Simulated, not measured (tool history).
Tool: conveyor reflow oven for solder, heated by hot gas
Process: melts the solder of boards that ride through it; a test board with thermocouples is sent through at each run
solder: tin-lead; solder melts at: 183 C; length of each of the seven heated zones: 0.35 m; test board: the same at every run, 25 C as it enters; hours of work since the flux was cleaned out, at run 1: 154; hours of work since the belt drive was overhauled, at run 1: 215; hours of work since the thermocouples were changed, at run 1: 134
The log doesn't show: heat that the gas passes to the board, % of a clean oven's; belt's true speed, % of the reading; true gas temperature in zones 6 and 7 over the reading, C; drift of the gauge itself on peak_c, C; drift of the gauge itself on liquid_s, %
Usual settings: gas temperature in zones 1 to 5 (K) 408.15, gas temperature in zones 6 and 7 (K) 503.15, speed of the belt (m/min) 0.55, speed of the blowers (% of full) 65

run   hour  gas temperature in zones 1 to 5 (K)  gas temperature in zones 6 and 7 (K)  speed of the belt (m/min)  speed of the blowers (% of full)  hours of work since the flux was cleaned out  hours of work since the belt drive was overhauled  hours of work since the thermocouples were changed  highest temperature of the board (K)  time above the solder's melting point (s)
  1      0                               408.15                                503.15                       0.55                                65                                           154                                                215                                                 134                                482.55                                       48.2
  2      7                               408.15                                503.15                       0.55                                65                                           158                                                218                                                 138                                482.65                                       48.5
  3   17.5                               411.15                                503.15                       0.55                                65                                           164                                                224                                                 143                                483.15                                       49.9
  4     28                               408.15                                500.15                       0.55                                65                                           170                                                230                                                 149                                479.95                                       45.8
  5   37.9                               408.15                                500.15                       0.55                                65                                           175                                                236                                                 155                                479.75                                       45.6
  6   47.8                               408.15                                500.15                       0.55                                65                                           181                                                241                                                 160                                479.95                                       45.7
  7     59                               408.15                                500.15                       0.55                                65                                           187                                                248                                                 167                                479.75                                       45.5
  8   70.3                               408.15                                510.15                       0.55                                65                                           193                                                254                                                 173                                487.75                                       53.3
  9   78.3                               408.15                                510.15                       0.55                                65                                           198                                                258                                                 178                                487.85                                       53.2
 10   89.1                               408.15                                503.15                       0.55                                65                                           204                                                264                                                 184                                482.05                                       47.8
 11  100.8                               408.15                                503.15                       0.55                                65                                           210                                                271                                                 190                                481.85                                       47.8
 12  106.5                               408.15                                503.15                       0.55                                65                                           214                                                274                                                 193                                481.85                                       47.7
 13  115.1                               408.15                                503.15                       0.55                                65                                           218                                                279                                                 198                                482.25                                       47.8
 14    127                               408.15                                503.15                       0.55                                65                                           225                                                286                                                 205                                481.65                                       47.6
 15  140.2                               408.15                                503.15                       0.55                                65                                           232                                                293                                                 212                                481.55                                       47.6
 16  149.4                               417.15                                514.15                       0.55                                65                                           238                                                298                                                 217                                492.35                                       60.7
 17  157.4                               395.15                                509.15                      0.503                                75                                           242                                                303                                                 222                                489.15                                       55.9
 18  169.1                               395.15                                509.15                      0.503                                81                                           249                                                309                                                 228                                489.95                                       57.1
 19  180.8                               416.15                                498.15                      0.633                                81                                           255                                                316                                                 235                                477.05                                       38.9
 20  187.4                               416.15                                498.15                      0.633                                63                                           259                                                320                                                 239                                474.25                                       34.3
 21  195.5                               416.15                                498.15                      0.633                                63                                           263                                                324                                                 243                                474.15                                       34.4
 22  203.4                               416.15                                498.15                      0.633                                63                                           268                                                329                                                 248                                473.95                                       34.3
 23  213.3                               408.15                                503.15                       0.55                                80                                           273                                                334                                                 253                                483.75                                         50
 24  220.7                               408.15                                503.15                       0.55                                80                                           278                                                338                                                 257                                483.55                                       49.9
 25  231.5                               408.15                                503.15                       0.55                                80                                           284                                                344                                                 263                                483.45                                       50.2
 26  240.2                               408.15                                503.15                       0.55                                80                                           289                                                349                                                 268                                483.65                                       49.9
       250  -- flux residue cleaned out of gas plates and filters
 27  258.7                               403.15                                495.15                       0.55                                85                                             5                                                357                                                 276                                480.55                                       46.4
 28  268.1                               408.15                                497.15                       0.55                                65                                            10                                                362                                                 281                                479.85                                       46.4
 29  274.1                               408.15                                497.15                       0.55                                65                                            14                                                365                                                 285                                479.95                                       46.5
 30  281.9                               408.15                                510.15                       0.55                                65                                            18                                                370                                                 289                                490.45                                         56

How the hidden state differs across the entries between the runs, from the last listed run before each to the first after it:
Between runs 26 and 27: flux residue cleaned out of gas plates and filters (hour 250)
  heat that the gas passes to the board, % of a clean oven's: 87.6 -> 99.6; belt's true speed, % of the reading: 99.1 -> 99.08; true gas temperature in zones 6 and 7 over the reading, C: 0.47 -> 0.48
  measured less the result without the state, highest temperature of the board (K): -3.2 -> +0.6; time above the solder's melting point (s): -3.4 -> +1.1

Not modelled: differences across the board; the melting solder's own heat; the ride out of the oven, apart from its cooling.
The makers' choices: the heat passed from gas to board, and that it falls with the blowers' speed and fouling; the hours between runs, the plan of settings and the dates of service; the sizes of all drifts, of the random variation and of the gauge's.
